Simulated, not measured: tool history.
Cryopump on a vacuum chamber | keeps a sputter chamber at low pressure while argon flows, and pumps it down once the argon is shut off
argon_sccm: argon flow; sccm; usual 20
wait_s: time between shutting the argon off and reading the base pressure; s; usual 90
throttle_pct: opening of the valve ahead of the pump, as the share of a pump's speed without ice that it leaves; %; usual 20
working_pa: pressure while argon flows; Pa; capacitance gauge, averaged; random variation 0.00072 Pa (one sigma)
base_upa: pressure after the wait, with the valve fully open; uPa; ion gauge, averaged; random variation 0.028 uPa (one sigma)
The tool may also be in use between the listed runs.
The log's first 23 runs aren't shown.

| run | hour | argon_sccm | wait_s | throttle_pct | working_pa | base_upa |
|---|---|---|---|---|---|---|
| 24 | 1151.7 | 18 | 190 | 32 | 0.0802 | 3.6 |
| 25 | 1189.7 | 24 | 190 | 45 | 0.0777 | 3.71 |
| 26 | 1226.7 | 26 | 129 | 31 | 0.1193 | 4.02 |
| 27 | 1258.6 | 26 | 129 | 31 | 0.1188 | 4.12 |
| 28 | 1310.6 | 18 | 90 | 50 | 0.0536 | 4.4 |
| 29 | 1370.2 | 21 | 35 | 18 | 0.1606 | 6.21 |
| 30 | 1431.5 | 21 | 35 | 18 | 0.1607 | 6.46 |
| 31 | 1488.7 | 38 | 54 | 23 | 0.2305 | 5.43 |
|  | 1503.7 | pump warmed up, emptied and cooled again |
| 32 | 1565.6 | 19 | 88 | 35 | 0.0712 | 3.83 |
| 33 | 1595.4 | 19 | 88 | 35 | 0.0712 | 3.92 |
| 34 | 1655.7 | 19 | 88 | 35 | 0.0722 | 3.87 |

Forecast each of these 3 alternatives for the next run:
| A | 1727.8 | 19 | 182 | 35 | ? | ? |
| B | 1727.8 | 25 | 198 | 23 | ? | ? |
| C | 1727.8 | 21 | 35 | 31 | ? | ? |

| run | working_pa | base_upa |
|---|---|---|
| A | 0.0722 | 3.48 |
| B | 0.1422 | 3.38 |
| C | 0.0907 | 5.71 |
Without the tool's hidden state the same runs would have given:
| run | working_pa | base_upa |
|---|---|---|
| A | 0.0711 | 0.78 |
| B | 0.1409 | 0.73 |
| C | 0.0896 | 3.03 |
